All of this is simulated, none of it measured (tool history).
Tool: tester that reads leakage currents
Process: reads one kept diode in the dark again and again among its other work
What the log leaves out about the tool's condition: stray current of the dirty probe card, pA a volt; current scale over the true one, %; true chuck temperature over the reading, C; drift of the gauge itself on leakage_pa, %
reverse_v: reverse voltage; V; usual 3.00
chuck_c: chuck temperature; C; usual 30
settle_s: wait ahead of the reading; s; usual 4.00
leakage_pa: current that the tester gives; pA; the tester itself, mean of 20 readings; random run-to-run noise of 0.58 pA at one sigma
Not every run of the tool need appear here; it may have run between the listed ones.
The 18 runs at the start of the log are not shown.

run	hour	reverse_v	chuck_c	settle_s	hours of work since the probe card was cleaned	hours of work since the tester was calibrated	hours of work since the chuck was calibrated	leakage_pa
19	2074.9	1.71	48	0.93	1713	154	669	652.28
20	2153.4	1.71	48	0.93	1760	201	716	652.98
21	2234.2	1.71	48	1.35	1808	249	764	645.35
22	2309.5	5.65	49	0.83	1853	294	809	1289.49
23	2450.9	14.72	59	8.85	1938	379	894	4718.72
24	2603.5	14.72	35	8.85	2029	470	985	602.26
# hour 2707.4: chuck's temperature calibrated
25	2726.8	3.56	30	0.37	2102	543	12	214.85
26	2894.0	3.00	22	4.00	2202	643	112	90.14
27	3038.5	3.00	24	0.34	2289	730	198	108.02

What does the tool deliver on the next run?
28	3175.7	3.00	24	0.34	2371	812	280	?

{"run 28": {"leakage_pa": 106.82}}
Minus the tool's unlogged condition, the same run would have read leakage_pa 109.16 pA.

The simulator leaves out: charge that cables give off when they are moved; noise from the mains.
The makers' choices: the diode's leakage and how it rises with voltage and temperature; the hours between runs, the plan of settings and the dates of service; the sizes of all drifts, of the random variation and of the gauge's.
